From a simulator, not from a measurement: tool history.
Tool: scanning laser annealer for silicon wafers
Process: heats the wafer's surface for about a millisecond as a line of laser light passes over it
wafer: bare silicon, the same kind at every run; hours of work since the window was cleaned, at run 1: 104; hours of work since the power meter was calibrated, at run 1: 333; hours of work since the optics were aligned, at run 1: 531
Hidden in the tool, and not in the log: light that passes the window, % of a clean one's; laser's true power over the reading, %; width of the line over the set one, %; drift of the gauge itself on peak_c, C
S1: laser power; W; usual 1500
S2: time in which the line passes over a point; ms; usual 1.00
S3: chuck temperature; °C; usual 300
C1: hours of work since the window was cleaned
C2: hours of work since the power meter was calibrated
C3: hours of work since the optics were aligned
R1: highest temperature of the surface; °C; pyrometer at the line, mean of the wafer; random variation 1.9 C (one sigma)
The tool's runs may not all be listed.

run 1 hour=0.0 | S1=1500 S2=1.00 S3=300 | C1=104 C2=333 C3=531 | R1=1120
run 2 hour=13.1 | S1=1500 S2=1.00 S3=272 | C1=113 C2=342 C3=540 | R1=1094
run 3 hour=23.7 | S1=1500 S2=1.00 S3=272 | C1=120 C2=350 C3=547 | R1=1092
run 4 hour=38.4 | S1=1500 S2=1.00 S3=272 | C1=130 C2=360 C3=558 | R1=1091
run 5 hour=50.9 | S1=1638 S2=1.00 S3=272 | C1=139 C2=368 C3=566 | R1=1193
run 6 hour=59.4 | S1=1500 S2=1.24 S3=300 | C1=145 C2=374 C3=572 | R1=1220
run 7 hour=74.6 | S1=1500 S2=1.24 S3=300 | C1=156 C2=385 C3=583 | R1=1223
run 8 hour=85.7 | S1=1500 S2=1.24 S3=300 | C1=163 C2=393 C3=590 | R1=1222
run 9 hour=99.8 | S1=1334 S2=1.00 S3=300 | C1=173 C2=402 C3=600 | R1=1000
run 10 hour=111.5 | S1=1334 S2=1.00 S3=300 | C1=181 C2=411 C3=608 | R1=1000
run 11 hour=125.9 | S1=1599 S2=1.00 S3=323 | C1=191 C2=421 C3=618 | R1=1214
run 12 hour=134.6 | S1=1345 S2=1.21 S3=300 | C1=197 C2=427 C3=625 | R1=1086
run 13 hour=149.1 | S1=1500 S2=1.00 S3=292 | C1=208 C2=437 C3=635 | R1=1111
run 14 hour=157.1 | S1=1380 S2=0.89 S3=300 | C1=213 C2=442 C3=640 | R1=985
run 15 hour=172.2 | S1=1380 S2=0.89 S3=300 | C1=224 C2=453 C3=651 | R1=987
run 16 hour=180.1 | S1=1560 S2=1.00 S3=310 | C1=229 C2=458 C3=656 | R1=1171
run 17 hour=190.6 | S1=1560 S2=0.96 S3=262 | C1=236 C2=466 C3=663 | R1=1107
run 18 hour=203.5 | S1=1560 S2=0.96 S3=262 | C1=245 C2=475 C3=672 | R1=1106
run 19 hour=216.7 | S1=1560 S2=0.96 S3=262 | C1=255 C2=484 C3=682 | R1=1105

4 ways to go on from here, each from the tool as it stands after run 19. What would each give?
run A hour=232.7 | S1=1500 S2=1.00 S3=331 | C1=266 C2=495 C3=693 | R1=?
run B hour=232.7 | S1=1599 S2=1.00 S3=300 | C1=266 C2=495 C3=693 | R1=?
run C hour=232.7 | S1=1309 S2=0.99 S3=340 | C1=266 C2=495 C3=693 | R1=?
run D hour=232.7 | S1=1572 S2=1.11 S3=262 | C1=266 C2=495 C3=693 | R1=?

run=A R1=1150
run=B R1=1191
run=C R1=1021
run=D R1=1184
Without the tool's hidden state the same runs would have given:
run=A R1=1151
run=B R1=1192
run=C R1=1022
run=D R1=1185
